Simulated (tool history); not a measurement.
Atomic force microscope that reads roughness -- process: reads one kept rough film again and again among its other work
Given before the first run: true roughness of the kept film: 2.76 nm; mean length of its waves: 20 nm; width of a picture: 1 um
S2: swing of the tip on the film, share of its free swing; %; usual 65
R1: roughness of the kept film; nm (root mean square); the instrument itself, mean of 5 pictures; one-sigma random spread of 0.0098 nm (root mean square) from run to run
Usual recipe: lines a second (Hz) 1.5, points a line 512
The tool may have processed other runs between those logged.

{"run": 1, "hour": 0.0, "lines a second (Hz)": 1.5, "S2": 65, "points a line": 512, "R1": 2.146}
{"run": 2, "hour": 21.9, "lines a second (Hz)": 1.5, "S2": 65, "points a line": 666, "R1": 2.064}
{"run": 3, "hour": 43.6, "lines a second (Hz)": 1.5, "S2": 65, "points a line": 666, "R1": 1.976}
{"run": 4, "hour": 53.6, "lines a second (Hz)": 1.5, "S2": 76, "points a line": 512, "R1": 1.908}
{"run": 5, "hour": 70.4, "lines a second (Hz)": 1.5, "S2": 76, "points a line": 512, "R1": 1.843}
{"run": 6, "hour": 85.7, "lines a second (Hz)": 1.5, "S2": 76, "points a line": 466, "R1": 1.796}
{"run": 7, "hour": 95.0, "lines a second (Hz)": 1.5, "S2": 65, "points a line": 258, "R1": 1.75}
{"run": 8, "hour": 108.1, "lines a second (Hz)": 1.5, "S2": 65, "points a line": 512, "R1": 1.768}
{"run": 9, "hour": 128.4, "lines a second (Hz)": 1.5, "S2": 65, "points a line": 512, "R1": 1.702}
{"run": 10, "hour": 139.3, "lines a second (Hz)": 1.5, "S2": 65, "points a line": 896, "R1": 1.677}
{"run": 11, "hour": 160.3, "lines a second (Hz)": 1.5, "S2": 65, "points a line": 512, "R1": 1.599}
{"run": 12, "hour": 175.6, "lines a second (Hz)": 1.5, "S2": 65, "points a line": 512, "R1": 1.575}
{"run": 13, "hour": 192.0, "lines a second (Hz)": 1.5, "S2": 65, "points a line": 512, "R1": 1.554}
{"run": 14, "hour": 202.1, "lines a second (Hz)": 1.5, "S2": 65, "points a line": 512, "R1": 1.518}
{"run": 15, "hour": 214.0, "lines a second (Hz)": 1.5, "S2": 65, "points a line": 512, "R1": 1.498}
{"run": 16, "hour": 230.6, "lines a second (Hz)": 1.5, "S2": 65, "points a line": 512, "R1": 1.467}
{"hour": 238.6, "done": "new tip fitted"}
{"run": 17, "hour": 240.4, "lines a second (Hz)": 1.5, "S2": 65, "points a line": 356, "R1": 2.193}
{"run": 18, "hour": 256.0, "lines a second (Hz)": 1.5, "S2": 65, "points a line": 319, "R1": 2.123}
{"run": 19, "hour": 270.6, "lines a second (Hz)": 3.44, "S2": 65, "points a line": 512, "R1": 2.016}
{"run": 20, "hour": 290.1, "lines a second (Hz)": 0.99, "S2": 79, "points a line": 512, "R1": 1.991}
{"run": 21, "hour": 309.5, "lines a second (Hz)": 2.74, "S2": 80, "points a line": 1019, "R1": 1.812}

Run 22 comes next. What will it give?
{"run": 22, "hour": 321.7, "lines a second (Hz)": 1.38, "S2": 65, "points a line": 376, "R1": "?"}

Run 22 yielded R1 1.879 nm (root mean square).
Had the tool carried no hidden state, the very same run would have given R1 2.222 nm (root mean square).
